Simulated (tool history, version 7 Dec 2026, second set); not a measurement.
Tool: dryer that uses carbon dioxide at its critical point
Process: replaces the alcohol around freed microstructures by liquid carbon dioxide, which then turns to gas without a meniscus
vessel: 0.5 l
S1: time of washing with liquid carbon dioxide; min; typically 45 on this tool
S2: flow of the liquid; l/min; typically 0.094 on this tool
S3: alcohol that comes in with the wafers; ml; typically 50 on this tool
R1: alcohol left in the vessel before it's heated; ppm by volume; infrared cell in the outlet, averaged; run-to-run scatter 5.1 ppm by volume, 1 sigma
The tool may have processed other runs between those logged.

run   hour  S1      S2   S3    R1
  1      0  45   0.094   50   104
  2   17.4  45   0.094   50    99
  3   30.8  49   0.094   50    68
  4     48  45   0.094   50   111
  5   56.6  45   0.094   85   175
  6   64.8  45   0.094   85   190
  7   80.7  45   0.094   85   175
  8   90.7  45   0.094   50   122
  9   99.2  30   0.094   50  1013
 10  115.4  30   0.094   50  1055
 11  123.8  45   0.094   50   133
 12  133.6  45   0.094   50   112
 13  150.2  45   0.094   50   123
 14  168.3  45   0.094   50   135
 15  177.6  45   0.094   50   134
 16  191.7  45   0.094   50   132
 17  209.5  45   0.094  104   247
 18  225.8  45   0.094   66   165
 19  235.2  45   0.094   66   176
 20  243.8  45   0.094   50   146
 21  254.6  45   0.094   50   138
 22  263.4  45   0.094   50   152
 23  281.4  45   0.094   50   147
 24  288.9  45   0.094   50   155
 25  298.4  41   0.094  102   483
 26    316  52  0.0898   50    93
 27  328.4  42  0.0747   45   668
 28    336  42  0.0943   41   201
 29  345.7  54   0.094   50    67
 30    356  71   0.094   22    31
 31  364.2  65  0.0618   59   270
 32  377.8  65  0.0618   59   269
 33  390.1  32   0.094   84  1541
 34  405.8  60  0.1548   55    33
 35  423.8  66  0.0966   39    47
 36  432.1  66  0.1021   39    49
 37  442.5  45  0.1432  104    51
 38  459.5  56  0.0626  104   993
 39  475.8  55  0.0626   68   717
 40  484.1  55  0.0626   68   730
 41  497.7  33  0.1125   38   295
 42  513.1  33  0.1125   38   294
 43  530.4  49  0.1293  104    64
 44  541.8  55  0.1464   21    49
 45  559.5  55  0.1464   21    47
 46  572.9  55  0.1464   21    53

The same runs without the tool's hidden state, with the same run-to-run variation:
Hidden conditions of the tool in this case: flow that reaches the vessel past the clogged filter, %; alcohol in the recycled carbon dioxide, ppm; drift of the gauge itself on alcohol_ppm, %.
run   R1
  1   71
  2   64
  3   45
  4   70
  5  108
  6  121
  7  105
  8   75
  9  727
 10  751
 11   79
 12   57
 13   64
 14   73
 15   71
 16   67
 17  126
 18   78
 19   86
 20   70
 21   62
 22   74
 23   66
 24   72
 25  255
 26   33
 27  384
 28   95
 29   17
 30    0
 31  127
 32  126
 33  897
 34    0
 35    8
 36   11
 37    7
 38  499
 39  353
 40  358
 41  125
 42  119
 43   10
 44    4
 45    0
 46    4
